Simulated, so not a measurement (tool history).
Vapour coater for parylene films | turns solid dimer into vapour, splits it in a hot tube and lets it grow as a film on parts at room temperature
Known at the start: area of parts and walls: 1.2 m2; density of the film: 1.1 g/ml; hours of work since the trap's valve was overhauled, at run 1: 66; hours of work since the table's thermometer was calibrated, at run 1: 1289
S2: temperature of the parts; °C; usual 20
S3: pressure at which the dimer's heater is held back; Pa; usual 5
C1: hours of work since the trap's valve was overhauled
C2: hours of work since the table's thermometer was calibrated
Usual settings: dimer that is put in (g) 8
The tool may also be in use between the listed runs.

run 1 hour=0 | dimer_that_is_put_in_(g)=8 S2=20 S3=5 | C1=66 C2=1289 | thickness_of_the_film_(um)=4.12
run 2 hour=42.5 | dimer_that_is_put_in_(g)=4 S2=20 S3=5 | C1=103 C2=1327 | thickness_of_the_film_(um)=2
run 3 hour=81.8 | dimer_that_is_put_in_(g)=4 S2=20 S3=5 | C1=137 C2=1361 | thickness_of_the_film_(um)=2
run 4 hour=136.3 | dimer_that_is_put_in_(g)=4 S2=20 S3=5 | C1=185 C2=1408 | thickness_of_the_film_(um)=1.94
run 5 hour=188.1 | dimer_that_is_put_in_(g)=4 S2=20 S3=5 | C1=230 C2=1454 | thickness_of_the_film_(um)=1.95
run 6 hour=217 | dimer_that_is_put_in_(g)=4 S2=20 S3=5 | C1=255 C2=1479 | thickness_of_the_film_(um)=1.93
run 7 hour=261.8 | dimer_that_is_put_in_(g)=4 S2=20 S3=5 | C1=294 C2=1518 | thickness_of_the_film_(um)=1.9
run 8 hour=315.4 | dimer_that_is_put_in_(g)=8 S2=20 S3=5.28 | C1=341 C2=1565 | thickness_of_the_film_(um)=3.68
run 9 hour=353.9 | dimer_that_is_put_in_(g)=8 S2=14 S3=5.28 | C1=375 C2=1598 | thickness_of_the_film_(um)=4.27
-- hour=398.2 trap's valve overhauled
run 10 hour=412.7 | dimer_that_is_put_in_(g)=8 S2=31 S3=5.28 | C1=13 C2=1646 | thickness_of_the_film_(um)=2.99
run 11 hour=442 | dimer_that_is_put_in_(g)=8 S2=31 S3=5.28 | C1=38 C2=1672 | thickness_of_the_film_(um)=2.98
run 12 hour=501.1 | dimer_that_is_put_in_(g)=8 S2=31 S3=5.28 | C1=90 C2=1723 | thickness_of_the_film_(um)=2.97
run 13 hour=531.1 | dimer_that_is_put_in_(g)=8 S2=31 S3=5.28 | C1=116 C2=1750 | thickness_of_the_film_(um)=2.93
-- hour=580.1 table's thermometer calibrated
run 14 hour=584.8 | dimer_that_is_put_in_(g)=8 S2=31 S3=5.28 | C1=162 C2=4 | thickness_of_the_film_(um)=2.83
run 15 hour=621.3 | dimer_that_is_put_in_(g)=8 S2=27 S3=5 | C1=194 C2=36 | thickness_of_the_film_(um)=3.13
run 16 hour=653 | dimer_that_is_put_in_(g)=8 S2=27 S3=5 | C1=222 C2=64 | thickness_of_the_film_(um)=3.15
run 17 hour=686.8 | dimer_that_is_put_in_(g)=8 S2=27 S3=5 | C1=251 C2=93 | thickness_of_the_film_(um)=3.13
run 18 hour=724.7 | dimer_that_is_put_in_(g)=8 S2=27 S3=5 | C1=284 C2=126 | thickness_of_the_film_(um)=3.08
run 19 hour=754.9 | dimer_that_is_put_in_(g)=8 S2=27 S3=5 | C1=311 C2=153 | thickness_of_the_film_(um)=3.05
-- hour=783 table's thermometer calibrated, once more
run 20 hour=792.4 | dimer_that_is_put_in_(g)=4 S2=20 S3=5 | C1=342 C2=8 | thickness_of_the_film_(um)=1.92
run 21 hour=841.7 | dimer_that_is_put_in_(g)=7 S2=26 S3=5.9 | C1=385 C2=51 | thickness_of_the_film_(um)=2.7
-- hour=871 trap's valve overhauled
run 22 hour=889 | dimer_that_is_put_in_(g)=9 S2=29 S3=6.37 | C1=16 C2=89 | thickness_of_the_film_(um)=3.54
run 23 hour=935.1 | dimer_that_is_put_in_(g)=6 S2=16 S3=5 | C1=56 C2=129 | thickness_of_the_film_(um)=3.5
run 24 hour=962.2 | dimer_that_is_put_in_(g)=8 S2=16 S3=2.29 | C1=80 C2=153 | thickness_of_the_film_(um)=5.59
run 25 hour=1013.5 | dimer_that_is_put_in_(g)=8 S2=16 S3=2.29 | C1=124 C2=198 | thickness_of_the_film_(um)=5.44
run 26 hour=1056.1 | dimer_that_is_put_in_(g)=4 S2=16 S3=3.39 | C1=162 C2=235 | thickness_of_the_film_(um)=2.47
run 27 hour=1100.2 | dimer_that_is_put_in_(g)=8 S2=18 S3=5.26 | C1=200 C2=273 | thickness_of_the_film_(um)=4.17
run 28 hour=1152.7 | dimer_that_is_put_in_(g)=8 S2=18 S3=5.26 | C1=246 C2=319 | thickness_of_the_film_(um)=4.09
run 29 hour=1206.5 | dimer_that_is_put_in_(g)=8 S2=18 S3=5.26 | C1=293 C2=366 | thickness_of_the_film_(um)=4.04
run 30 hour=1239 | dimer_that_is_put_in_(g)=3 S2=18 S3=4.49 | C1=321 C2=395 | thickness_of_the_film_(um)=1.56
run 31 hour=1284.4 | dimer_that_is_put_in_(g)=4 S2=29 S3=10.12 | C1=361 C2=434 | thickness_of_the_film_(um)=1.25
run 32 hour=1317.2 | dimer_that_is_put_in_(g)=6 S2=20 S3=5 | C1=389 C2=463 | thickness_of_the_film_(um)=2.84
-- hour=1344.4 trap's valve overhauled
run 33 hour=1376.6 | dimer_that_is_put_in_(g)=4 S2=18 S3=5.95 | C1=28 C2=511 | thickness_of_the_film_(um)=2.11
run 34 hour=1401.3 | dimer_that_is_put_in_(g)=4 S2=21 S3=5.95 | C1=50 C2=533 | thickness_of_the_film_(um)=1.95
run 35 hour=1454.4 | dimer_that_is_put_in_(g)=4 S2=21 S3=5.95 | C1=96 C2=579 | thickness_of_the_film_(um)=1.87
run 36 hour=1508.2 | dimer_that_is_put_in_(g)=11 S2=17 S3=3.03 | C1=143 C2=626 | thickness_of_the_film_(um)=6.82
run 37 hour=1548.7 | dimer_that_is_put_in_(g)=11 S2=17 S3=3.03 | C1=178 C2=661 | thickness_of_the_film_(um)=6.66
run 38 hour=1603.8 | dimer_that_is_put_in_(g)=11 S2=19 S3=6.01 | C1=226 C2=710 | thickness_of_the_film_(um)=5.33
run 39 hour=1664.4 | dimer_that_is_put_in_(g)=5 S2=21 S3=6.63 | C1=279 C2=762 | thickness_of_the_film_(um)=2.21

The same runs without the tool's hidden state, with the same run-to-run variation:
The hidden state here: vapour lost through the trap's worn valve, %; true temperature of the parts over the reading, C; drift of the gauge itself on film_um, %.
run=1 thickness_of_the_film_(um)=4.3
run=2 thickness_of_the_film_(um)=2.12
run=3 thickness_of_the_film_(um)=2.14
run=4 thickness_of_the_film_(um)=2.1
run=5 thickness_of_the_film_(um)=2.15
run=6 thickness_of_the_film_(um)=2.13
run=7 thickness_of_the_film_(um)=2.13
run=8 thickness_of_the_film_(um)=4.19
run=9 thickness_of_the_film_(um)=4.91
run=10 thickness_of_the_film_(um)=3.12
run=11 thickness_of_the_film_(um)=3.13
run=12 thickness_of_the_film_(um)=3.17
run=13 thickness_of_the_film_(um)=3.15
run=14 thickness_of_the_film_(um)=3.13
run=15 thickness_of_the_film_(um)=3.5
run=16 thickness_of_the_film_(um)=3.55
run=17 thickness_of_the_film_(um)=3.56
run=18 thickness_of_the_film_(um)=3.54
run=19 thickness_of_the_film_(um)=3.53
run=20 thickness_of_the_film_(um)=2.12
run=21 thickness_of_the_film_(um)=3.02
run=22 thickness_of_the_film_(um)=3.58
run=23 thickness_of_the_film_(um)=3.57
run=24 thickness_of_the_film_(um)=5.75
run=25 thickness_of_the_film_(um)=5.67
run=26 thickness_of_the_film_(um)=2.6
run=27 thickness_of_the_film_(um)=4.44
run=28 thickness_of_the_film_(um)=4.42
run=29 thickness_of_the_film_(um)=4.43
run=30 thickness_of_the_film_(um)=1.72
run=31 thickness_of_the_film_(um)=1.41
run=32 thickness_of_the_film_(um)=3.21
run=33 thickness_of_the_film_(um)=2.15
run=34 thickness_of_the_film_(um)=2
run=35 thickness_of_the_film_(um)=1.95
run=36 thickness_of_the_film_(um)=7.18
run=37 thickness_of_the_film_(um)=7.1
run=38 thickness_of_the_film_(um)=5.76
run=39 thickness_of_the_film_(um)=2.43
